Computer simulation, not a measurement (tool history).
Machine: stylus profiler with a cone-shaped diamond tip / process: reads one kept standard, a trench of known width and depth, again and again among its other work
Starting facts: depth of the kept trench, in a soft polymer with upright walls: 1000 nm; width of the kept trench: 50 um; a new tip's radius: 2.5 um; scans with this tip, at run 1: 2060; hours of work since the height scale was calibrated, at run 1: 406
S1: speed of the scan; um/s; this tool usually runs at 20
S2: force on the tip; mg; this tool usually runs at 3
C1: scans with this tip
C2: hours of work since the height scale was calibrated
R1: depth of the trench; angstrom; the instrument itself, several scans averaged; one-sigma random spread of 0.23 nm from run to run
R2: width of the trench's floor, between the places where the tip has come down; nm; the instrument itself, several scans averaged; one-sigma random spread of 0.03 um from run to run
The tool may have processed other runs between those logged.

{"run": 1, "hour": 0.0, "S1": 20, "S2": 3, "C1": 2060, "C2": 406, "R1": 10161.5, "R2": 45760}
{"run": 2, "hour": 11.0, "S1": 20, "S2": 3, "C1": 2088, "C2": 411, "R1": 10165.5, "R2": 45790}
{"run": 3, "hour": 30.5, "S1": 20, "S2": 3, "C1": 2137, "C2": 421, "R1": 10164.8, "R2": 45780}
{"run": 4, "hour": 49.8, "S1": 20, "S2": 3, "C1": 2185, "C2": 430, "R1": 10165.4, "R2": 45810}
{"run": 5, "hour": 64.2, "S1": 20, "S2": 3, "C1": 2221, "C2": 438, "R1": 10166, "R2": 45790}
{"run": 6, "hour": 80.6, "S1": 20, "S2": 3, "C1": 2263, "C2": 446, "R1": 10166.1, "R2": 45740}
{"run": 7, "hour": 90.5, "S1": 20, "S2": 3, "C1": 2288, "C2": 451, "R1": 10163.9, "R2": 45710}
{"run": 8, "hour": 111.9, "S1": 20, "S2": 1.27, "C1": 2341, "C2": 461, "R1": 10089.1, "R2": 45750}
{"run": 9, "hour": 128.9, "S1": 6, "S2": 3, "C1": 2384, "C2": 470, "R1": 10165.1, "R2": 45830}
{"run": 10, "hour": 147.5, "S1": 6, "S2": 3, "C1": 2431, "C2": 479, "R1": 10162.5, "R2": 45850}
{"run": 11, "hour": 166.8, "S1": 6, "S2": 3, "C1": 2480, "C2": 488, "R1": 10164, "R2": 45830}
{"run": 12, "hour": 178.2, "S1": 6, "S2": 3, "C1": 2508, "C2": 494, "R1": 10163.6, "R2": 45800}
{"run": 13, "hour": 197.1, "S1": 20, "S2": 4.63, "C1": 2556, "C2": 503, "R1": 10222.1, "R2": 45760}
{"run": 14, "hour": 208.0, "S1": 7, "S2": 3, "C1": 2583, "C2": 509, "R1": 10160, "R2": 45750}
{"run": 15, "hour": 220.4, "S1": 7, "S2": 3, "C1": 2614, "C2": 515, "R1": 10163.2, "R2": 45790}
{"run": 16, "hour": 236.4, "S1": 20, "S2": 1.96, "C1": 2655, "C2": 523, "R1": 10122.1, "R2": 45690}
{"run": 17, "hour": 256.5, "S1": 20, "S2": 1.96, "C1": 2705, "C2": 533, "R1": 10115.5, "R2": 45690}
{"run": 18, "hour": 273.7, "S1": 20, "S2": 8.96, "C1": 2749, "C2": 541, "R1": 10351, "R2": 45760}
{"run": 19, "hour": 288.6, "S1": 20, "S2": 3, "C1": 2786, "C2": 549, "R1": 10158.1, "R2": 45690}
{"run": 20, "hour": 306.0, "S1": 20, "S2": 3, "C1": 2830, "C2": 557, "R1": 10164, "R2": 45730}
{"run": 21, "hour": 318.0, "S1": 20, "S2": 2.32, "C1": 2860, "C2": 563, "R1": 10132.7, "R2": 45670}
{"run": 22, "hour": 332.8, "S1": 20, "S2": 2.32, "C1": 2897, "C2": 571, "R1": 10133, "R2": 45690}
{"run": 23, "hour": 352.9, "S1": 20, "S2": 2.32, "C1": 2948, "C2": 581, "R1": 10131.3, "R2": 45690}
{"run": 24, "hour": 369.3, "S1": 20, "S2": 2.32, "C1": 2989, "C2": 589, "R1": 10131.4, "R2": 45660}
{"run": 25, "hour": 385.3, "S1": 20, "S2": 4.76, "C1": 3029, "C2": 597, "R1": 10226.3, "R2": 45700}
{"run": 26, "hour": 403.1, "S1": 20, "S2": 4.76, "C1": 3074, "C2": 605, "R1": 10225.6, "R2": 45750}
{"run": 27, "hour": 411.8, "S1": 11, "S2": 7.91, "C1": 3096, "C2": 610, "R1": 10318.8, "R2": 45790}
{"run": 28, "hour": 428.5, "S1": 11, "S2": 7.91, "C1": 3138, "C2": 618, "R1": 10321.2, "R2": 45740}
{"run": 29, "hour": 442.2, "S1": 13, "S2": 2.83, "C1": 3173, "C2": 625, "R1": 10152.2, "R2": 45750}
{"hour": 444.0, "done": "height scale calibrated on a step standard"}
{"run": 30, "hour": 454.0, "S1": 12, "S2": 1.21, "C1": 3201, "C2": 5, "R1": 10073.1, "R2": 45680}
{"run": 31, "hour": 464.6, "S1": 12, "S2": 1.21, "C1": 3228, "C2": 10, "R1": 10072.3, "R2": 45690}
{"run": 32, "hour": 483.8, "S1": 55, "S2": 1.36, "C1": 3276, "C2": 20, "R1": 10081.5, "R2": 45410}
{"run": 33, "hour": 503.3, "S1": 55, "S2": 1.36, "C1": 3325, "C2": 29, "R1": 10078.6, "R2": 45420}
{"run": 34, "hour": 517.2, "S1": 55, "S2": 1.36, "C1": 3360, "C2": 36, "R1": 10080.2, "R2": 45380}
{"hour": 532.6, "done": "height scale calibrated on a step standard, once more"}
{"run": 35, "hour": 532.6, "S1": 55, "S2": 1.36, "C1": 3398, "C2": 0, "R1": 10099.8, "R2": 45390}
{"run": 36, "hour": 546.3, "S1": 13, "S2": 1.36, "C1": 3432, "C2": 7, "R1": 10105.2, "R2": 45630}
{"run": 37, "hour": 559.0, "S1": 14, "S2": 3, "C1": 3464, "C2": 13, "R1": 10182.9, "R2": 45750}
{"run": 38, "hour": 577.2, "S1": 14, "S2": 3, "C1": 3510, "C2": 22, "R1": 10171.9, "R2": 45710}
{"run": 39, "hour": 596.2, "S1": 14, "S2": 3, "C1": 3558, "C2": 32, "R1": 10173.3, "R2": 45660}
{"run": 40, "hour": 614.7, "S1": 48, "S2": 1.38, "C1": 3604, "C2": 41, "R1": 10105.2, "R2": 45440}
{"run": 41, "hour": 626.2, "S1": 16, "S2": 3.99, "C1": 3633, "C2": 46, "R1": 10208.6, "R2": 45730}
{"run": 42, "hour": 641.5, "S1": 18, "S2": 5.42, "C1": 3672, "C2": 54, "R1": 10262, "R2": 45660}
{"run": 43, "hour": 655.7, "S1": 18, "S2": 7.5, "C1": 3707, "C2": 61, "R1": 10323.9, "R2": 45700}
{"run": 44, "hour": 664.4, "S1": 10, "S2": 4.21, "C1": 3729, "C2": 65, "R1": 10217.9, "R2": 45700}

Difference, measured minus no-hidden-state, one row per run. Run-to-run variation is common to both terms; the gauge's own scatter need not be:
Hidden state present: radius of the tip, um; height scale over the true one, %; drift of the gauge itself on depth_nm, %; drift of the gauge itself on floor_um, %.
run=1 R1=-9.9 R2=-140
run=2 R1=-10 R2=-140
run=3 R1=-10.2 R2=-140
run=4 R1=-10.4 R2=-150
run=5 R1=-10.6 R2=-150
run=6 R1=-10.8 R2=-160
run=7 R1=-10.9 R2=-160
run=8 R1=-11 R2=-160
run=9 R1=-11.3 R2=-160
run=10 R1=-11.6 R2=-170
run=11 R1=-11.7 R2=-170
run=12 R1=-11.9 R2=-180
run=13 R1=-12.1 R2=-180
run=14 R1=-12.2 R2=-180
run=15 R1=-12.3 R2=-180
run=16 R1=-12.4 R2=-180
run=17 R1=-12.6 R2=-190
run=18 R1=-13.2 R2=-190
run=19 R1=-13.1 R2=-200
run=20 R1=-13.3 R2=-200
run=21 R1=-13.4 R2=-200
run=22 R1=-13.6 R2=-210
run=23 R1=-13.8 R2=-210
run=24 R1=-13.9 R2=-220
run=25 R1=-14.2 R2=-210
run=26 R1=-14.5 R2=-220
run=27 R1=-14.7 R2=-220
run=28 R1=-14.9 R2=-230
run=29 R1=-14.8 R2=-230
run=30 R1=-21.6 R2=-230
run=31 R1=-21.7 R2=-240
run=32 R1=-21.9 R2=-240
run=33 R1=-22.1 R2=-240
run=34 R1=-22.3 R2=-240
run=35 R1=+0.5 R2=-240
run=36 R1=+0.3 R2=-250
run=37 R1=+0.2 R2=-250
run=38 R1=+0 R2=-260
run=39 R1=-0.2 R2=-260
run=40 R1=-0.5 R2=-260
run=41 R1=-0.6 R2=-260
run=42 R1=-0.8 R2=-270
run=43 R1=-0.9 R2=-270
run=44 R1=-1 R2=-270

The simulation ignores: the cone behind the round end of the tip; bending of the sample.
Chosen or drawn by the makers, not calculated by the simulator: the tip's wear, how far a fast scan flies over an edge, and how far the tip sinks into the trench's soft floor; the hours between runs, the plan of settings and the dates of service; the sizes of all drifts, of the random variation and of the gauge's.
